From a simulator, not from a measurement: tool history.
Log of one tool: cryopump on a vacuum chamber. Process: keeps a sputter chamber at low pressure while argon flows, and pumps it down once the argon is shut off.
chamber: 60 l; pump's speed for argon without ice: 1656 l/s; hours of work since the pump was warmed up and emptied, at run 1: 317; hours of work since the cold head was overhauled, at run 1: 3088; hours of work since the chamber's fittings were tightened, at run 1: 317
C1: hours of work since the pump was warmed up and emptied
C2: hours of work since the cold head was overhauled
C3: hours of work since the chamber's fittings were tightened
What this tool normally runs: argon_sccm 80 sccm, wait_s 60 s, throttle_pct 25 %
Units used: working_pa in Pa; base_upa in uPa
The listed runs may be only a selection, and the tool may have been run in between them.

run 1 hour=0 | argon_sccm=80 wait_s=60 throttle_pct=25 | C1=317 C2=3088 C3=317 | working_pa=0.3433 base_upa=0.96
run 2 hour=72.1 | argon_sccm=80 wait_s=60 throttle_pct=25 | C1=363 C2=3134 C3=363 | working_pa=0.3482 base_upa=1
run 3 hour=154.6 | argon_sccm=80 wait_s=60 throttle_pct=25 | C1=416 C2=3188 C3=416 | working_pa=0.3511 base_upa=1.09
run 4 hour=265.6 | argon_sccm=32 wait_s=60 throttle_pct=25 | C1=488 C2=3259 C3=488 | working_pa=0.1409 base_upa=1.18
run 5 hour=373.2 | argon_sccm=80 wait_s=60 throttle_pct=46 | C1=557 C2=3328 C3=557 | working_pa=0.2061 base_upa=1.33
run 6 hour=460.4 | argon_sccm=80 wait_s=60 throttle_pct=46 | C1=613 C2=3385 C3=613 | working_pa=0.2131 base_upa=1.41
-- hour=523.1 pump warmed up, emptied and cooled again
run 7 hour=554.3 | argon_sccm=80 wait_s=60 throttle_pct=46 | C1=20 C2=3442 C3=670 | working_pa=0.1817 base_upa=1.19
run 8 hour=618.7 | argon_sccm=80 wait_s=60 throttle_pct=46 | C1=62 C2=3483 C3=712 | working_pa=0.1827 base_upa=1.24
run 9 hour=669.3 | argon_sccm=80 wait_s=60 throttle_pct=46 | C1=94 C2=3516 C3=745 | working_pa=0.185 base_upa=1.29
run 10 hour=759.8 | argon_sccm=80 wait_s=146 throttle_pct=25 | C1=153 C2=3574 C3=803 | working_pa=0.3377 base_upa=1.23
run 11 hour=857.1 | argon_sccm=80 wait_s=146 throttle_pct=25 | C1=215 C2=3637 C3=866 | working_pa=0.338 base_upa=1.28
run 12 hour=951.3 | argon_sccm=80 wait_s=146 throttle_pct=25 | C1=276 C2=3698 C3=926 | working_pa=0.3425 base_upa=1.32
run 13 hour=1044.3 | argon_sccm=105 wait_s=97 throttle_pct=51 | C1=336 C2=3758 C3=986 | working_pa=0.2346 base_upa=1.53
run 14 hour=1146 | argon_sccm=130 wait_s=34 throttle_pct=25 | C1=401 C2=3823 C3=1052 | working_pa=0.564 base_upa=2.09
run 15 hour=1200.9 | argon_sccm=75 wait_s=276 throttle_pct=27 | C1=437 C2=3858 C3=1087 | working_pa=0.3062 base_upa=1.59
run 16 hour=1253 | argon_sccm=149 wait_s=57 throttle_pct=52 | C1=470 C2=3892 C3=1121 | working_pa=0.3444 base_upa=1.96
run 17 hour=1307.2 | argon_sccm=33 wait_s=158 throttle_pct=40 | C1=505 C2=3927 C3=1156 | working_pa=0.0957 base_upa=1.77
run 18 hour=1375.6 | argon_sccm=77 wait_s=50 throttle_pct=32 | C1=549 C2=3971 C3=1200 | working_pa=0.2764 base_upa=2.18
run 19 hour=1441.6 | argon_sccm=77 wait_s=50 throttle_pct=32 | C1=592 C2=4014 C3=1242 | working_pa=0.2788 base_upa=2.24
-- hour=1537.3 pump warmed up, emptied and cooled again
run 20 hour=1565.2 | argon_sccm=77 wait_s=50 throttle_pct=32 | C1=18 C2=4090 C3=1319 | working_pa=0.2478 base_upa=1.85
run 21 hour=1631 | argon_sccm=100 wait_s=159 throttle_pct=59 | C1=60 C2=4132 C3=1361 | working_pa=0.1813 base_upa=1.63
run 22 hour=1723.7 | argon_sccm=97 wait_s=108 throttle_pct=47 | C1=120 C2=4192 C3=1421 | working_pa=0.2229 base_upa=1.79
run 23 hour=1784.8 | argon_sccm=97 wait_s=108 throttle_pct=47 | C1=159 C2=4231 C3=1460 | working_pa=0.224 base_upa=1.87
run 24 hour=1862.2 | argon_sccm=97 wait_s=31 throttle_pct=47 | C1=209 C2=4281 C3=1510 | working_pa=0.2273 base_upa=2.45

Same runs, no hidden state in the tool, same run-to-run variation:
The tool's hidden condition here consists of: pump's speed, % of a pump's without ice; cold plate's temperature, K; leak into the chamber, uPa l/s; drift of the gauge itself on working_pa, %; drift of the gauge itself on base_upa, %.
run=1 working_pa=0.3272 base_upa=0.57
run=2 working_pa=0.3294 base_upa=0.57
run=3 working_pa=0.329 base_upa=0.57
run=4 working_pa=0.1303 base_upa=0.55
run=5 working_pa=0.175 base_upa=0.54
run=6 working_pa=0.177 base_upa=0.55
run=7 working_pa=0.1782 base_upa=0.55
run=8 working_pa=0.1773 base_upa=0.55
run=9 working_pa=0.178 base_upa=0.56
run=10 working_pa=0.328 base_upa=0.39
run=11 working_pa=0.3253 base_upa=0.36
run=12 working_pa=0.3268 base_upa=0.31
run=13 working_pa=0.2099 base_upa=0.44
run=14 working_pa=0.5277 base_upa=0.86
run=15 working_pa=0.283 base_upa=0.27
run=16 working_pa=0.294 base_upa=0.59
run=17 working_pa=0.0836 base_upa=0.34
run=18 working_pa=0.2452 base_upa=0.63
run=19 working_pa=0.2444 base_upa=0.65
run=20 working_pa=0.2436 base_upa=0.64
run=21 working_pa=0.1735 base_upa=0.34
run=22 working_pa=0.2117 base_upa=0.38
run=23 working_pa=0.2103 base_upa=0.38
run=24 working_pa=0.2109 base_upa=0.89
